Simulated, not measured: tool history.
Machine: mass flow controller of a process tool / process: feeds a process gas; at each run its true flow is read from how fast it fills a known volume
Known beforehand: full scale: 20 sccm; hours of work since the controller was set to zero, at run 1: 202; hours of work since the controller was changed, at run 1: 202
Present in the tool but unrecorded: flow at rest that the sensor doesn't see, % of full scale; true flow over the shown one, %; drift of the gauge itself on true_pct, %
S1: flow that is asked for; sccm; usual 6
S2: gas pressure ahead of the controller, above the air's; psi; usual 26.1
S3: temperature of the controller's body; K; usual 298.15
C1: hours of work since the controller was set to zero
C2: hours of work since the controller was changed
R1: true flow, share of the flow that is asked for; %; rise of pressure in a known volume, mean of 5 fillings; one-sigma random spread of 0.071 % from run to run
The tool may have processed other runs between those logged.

Run 1, day 0: usual settings; C1 202; C2 202. Result: R1 99.79 %.
Run 2, day 9.908: usual settings but S2 28.1 psi; C1 301; C2 301. Result: R1 99.71 %.
Run 3, day 19.242: usual settings but S2 28.1 psi; C1 394; C2 394. Result: R1 99.76 %.
Run 4, day 24.708: usual settings but S2 28.1 psi; C1 449; C2 449. Result: R1 99.72 %.
Run 5, day 33.542: usual settings but S2 28.1 psi; C1 537; C2 537. Result: R1 99.65 %.
Run 6, day 38.104: usual settings but S2 31.3 psi; C1 583; C2 583. Result: R1 99.9 %.
Run 7, day 45.883: usual settings but S2 31.3 psi; C1 661; C2 661. Result: R1 99.69 %.
Run 8, day 52.471: usual settings but S2 31.3 psi; C1 727; C2 727. Result: R1 99.92 %.
Run 9, day 57.712: usual settings but S2 31.3 psi; C1 779; C2 779. Result: R1 99.83 %.
Run 10, day 64.983: usual settings but S2 31.3 psi; C1 852; C2 852. Result: R1 99.87 %.
Run 11, day 75.692: usual settings; C1 959; C2 959. Result: R1 100 %.
Run 12, day 81.396: usual settings; C1 1016; C2 1016. Result: R1 99.95 %.
Run 13, day 85.879: usual settings; C1 1061; C2 1061. Result: R1 100.02 %.
Run 14, day 95.725: usual settings; C1 1160; C2 1160. Result: R1 100.1 %.
Run 15, day 105.575: usual settings but S2 35.1 psi; C1 1258; C2 1258. Result: R1 100.02 %.
Run 16, day 112.654: usual settings but S1 3 sccm, S3 308.15 K; C1 1329; C2 1329. Result: R1 100.44 %.
Run 17, day 121.017: usual settings but S1 3 sccm, S3 308.15 K; C1 1413; C2 1413. Result: R1 100.69 %.
Run 18, day 128.8: usual settings but S1 3 sccm, S3 308.15 K; C1 1491; C2 1491. Result: R1 100.64 %.
Run 19, day 133.875: usual settings but S1 3 sccm, S3 308.15 K; C1 1542; C2 1542. Result: R1 100.61 %.
Run 20, day 138.483: usual settings but S1 3 sccm, S2 35.7 psi, S3 299.15 K; C1 1588; C2 1588. Result: R1 100.97 %.
Run 21, day 147.542: usual settings but S2 21.6 psi, S3 296.15 K; C1 1678; C2 1678. Result: R1 100.41 %.
Run 22, day 155.421: usual settings but S1 18 sccm; C1 1757; C2 1757. Result: R1 99.89 %.
Run 23, day 163.688: usual settings but S1 18 sccm; C1 1840; C2 1840. Result: R1 99.76 %.
Run 24, day 172.358: usual settings but S1 18 sccm; C1 1927; C2 1927. Result: R1 99.68 %.
Run 25, day 183.321: usual settings but S1 3 sccm, S3 302.15 K; C1 2037; C2 2037. Result: R1 101.38 %.
Run 26, day 193.004: usual settings but S2 23.1 psi, S3 309.15 K; C1 2133; C2 2133. Result: R1 100.16 %.

5 ways to go on from here, each from the tool as it stands after run 26. What would each give?
Run A, day 198.992: usual settings but S1 7 sccm, S2 30.9 psi; C1 2193; C2 2193. Result: R1 ?.
Run B, day 198.992: usual settings but S1 17 sccm, S2 23.8 psi, S3 294.15 K; C1 2193; C2 2193. Result: R1 ?.
Run C, day 198.992: usual settings but S1 5 sccm, S2 23.1 psi, S3 309.15 K; C1 2193; C2 2193. Result: R1 ?.
Run D, day 198.992: usual settings but S1 2 sccm, S2 23.1 psi, S3 309.15 K; C1 2193; C2 2193. Result: R1 ?.
Run E, day 198.992: usual settings but S1 11 sccm, S3 304.15 K; C1 2193; C2 2193. Result: R1 ?.

run      R1
  A  100.26
  B   99.91
  C  100.25
  D  102.32
  E   99.68
With the hidden condition removed and each run's random variation left untouched, the same runs would have given:
run      R1
  A   99.79
  B  100.08
  C   99.34
  D   99.11
  E   99.61
